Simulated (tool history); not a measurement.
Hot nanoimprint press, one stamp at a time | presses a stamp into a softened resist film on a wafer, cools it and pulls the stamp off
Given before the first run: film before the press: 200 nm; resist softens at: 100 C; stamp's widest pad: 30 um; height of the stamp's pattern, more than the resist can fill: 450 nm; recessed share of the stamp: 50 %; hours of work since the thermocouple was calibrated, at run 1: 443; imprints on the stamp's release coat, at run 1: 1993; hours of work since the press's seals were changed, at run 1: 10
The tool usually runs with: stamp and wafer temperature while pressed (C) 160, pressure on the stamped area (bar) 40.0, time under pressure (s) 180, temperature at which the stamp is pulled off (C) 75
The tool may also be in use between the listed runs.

run    hour  stamp and wafer temperature while pressed (C)  pressure on the stamped area (bar)  time under pressure (s)  temperature at which the stamp is pulled off (C)  hours of work since the thermocouple was calibrated  imprints on the stamp's release coat  hours of work since the press's seals were changed  resist left under the stamp's widest pad (angstrom)  greatest force while the stamp is pulled off (N)
  1     0.0                                            160                                40.0                      180                                                75                                                  443                                  1993                                                  10                                                  947                                               179
  2    60.9                                            160                                40.0                      180                                                75                                                  475                                  2139                                                  42                                                  934                                               178
       92.0  -- plate thermocouple calibrated
      100.8  -- stamp cleaned and given a new release coat
  3   112.4                                            160                                40.0                      180                                                75                                                    8                                    27                                                  65                                                  991                                               136
  4   151.7                                            160                                40.0                      180                                                75                                                   28                                   121                                                  86                                                  993                                               137
  5   209.0                                            160                                40.0                      180                                                65                                                   59                                   258                                                 116                                                  979                                               174
  6   258.6                                            160                                40.0                      180                                                65                                                   85                                   376                                                 142                                                  971                                               180
  7   297.1                                            160                                40.0                      180                                                75                                                  106                                   468                                                 163                                                  982                                               148
  8   335.0                                            160                                40.0                      180                                                75                                                  126                                   559                                                 183                                                  974                                               149
  9   374.4                                            160                                40.0                      180                                                75                                                  147                                   653                                                 204                                                  972                                               143
 10   420.3                                            160                                40.0                      180                                                75                                                  171                                   762                                                 228                                                  987                                               153
 11   468.8                                            171                                40.0                      180                                                75                                                  197                                   878                                                 254                                                  479                                               155
 12   512.0                                            160                                40.0                      356                                                75                                                  220                                   981                                                 277                                                  739                                               155
 13   565.8                                            160                                40.0                      356                                                75                                                  248                                  1110                                                 305                                                  734                                               155
 14   602.4                                            160                                40.0                      356                                                75                                                  268                                  1197                                                 325                                                  733                                               166
 15   640.1                                            160                                27.1                      180                                                75                                                  288                                  1287                                                 345                                                 1110                                               159
 16   706.4                                            148                                53.2                      180                                                75                                                  323                                  1446                                                 380                                                 1603                                               164
 17   736.1                                            148                                53.2                      180                                                75                                                  338                                  1517                                                 395                                                 1626                                               167
 18   770.1                                            157                                56.0                      121                                                75                                                  356                                  1598                                                 413                                                 1154                                               165
 19   830.3                                            157                                56.0                      121                                                77                                                  388                                  1741                                                 445                                                 1165                                               164
 20   866.6                                            153                                28.7                      111                                                77                                                  408                                  1828                                                 465                                                 1635                                               158
 21   920.6                                            158                                35.2                      190                                                62                                                  436                                  1957                                                 493                                                 1082                                               230
 22   982.8                                            158                                35.2                      190                                                62                                                  469                                  2106                                                 526                                                 1084                                               236
     1023.0  -- plate thermocouple calibrated
 23  1027.0                                            158                                35.2                      190                                                62                                                    2                                  2204                                                 548                                                 1154                                               246
     1037.7  -- stamp cleaned and given a new release coat
 24  1074.4                                            166                                37.2                      331                                                67                                                   24                                    88                                                 570                                                  539                                               161
 25  1118.8                                            166                                37.2                      331                                                67                                                   48                                   194                                                 594                                                  521                                               166
 26  1178.0                                            160                                24.9                      180                                                65                                                   79                                   335                                                 625                                                 1181                                               181
 27  1215.3                                            148                                40.0                      148                                                64                                                   99                                   424                                                 645                                                 1764                                               181
 28  1262.1                                            152                                38.6                      222                                                73                                                  124                                   536                                                 670                                                 1445                                               148
 29  1304.0                                            152                                38.6                      222                                                73                                                  146                                   636                                                 692                                                 1443                                               155
 30  1365.0                                            152                                38.6                      222                                                73                                                  178                                   782                                                 724                                                 1430                                               163

Below are 4 alternative next runs, each starting from the tool's condition after run 30. Predict each:
  A  1398.7                                            161                                40.0                       94                                                74                                                  196                                   862                                                 742                                                    ?                                                 ?
  B  1398.7                                            149                                43.9                       95                                                73                                                  196                                   862                                                 742                                                    ?                                                 ?
  C  1398.7                                            160                                38.1                      180                                                75                                                  196                                   862                                                 742                                                    ?                                                 ?
  D  1398.7                                            166                                40.0                      180                                                75                                                  196                                   862                                                 742                                                    ?                                                 ?

run  resist left under the stamp's widest pad (angstrom)  greatest force while the stamp is pulled off (N)
  A                                                 1169                                               154
  B                                                 1782                                               166
  C                                                  988                                               148
  D                                                  671                                               150
What these runs would have given with no unlogged condition in the tool:
run  resist left under the stamp's widest pad (angstrom)  greatest force while the stamp is pulled off (N)
  A                                                 1184                                               137
  B                                                 1790                                               147
  C                                                 1003                                               131
  D                                                  681                                               133

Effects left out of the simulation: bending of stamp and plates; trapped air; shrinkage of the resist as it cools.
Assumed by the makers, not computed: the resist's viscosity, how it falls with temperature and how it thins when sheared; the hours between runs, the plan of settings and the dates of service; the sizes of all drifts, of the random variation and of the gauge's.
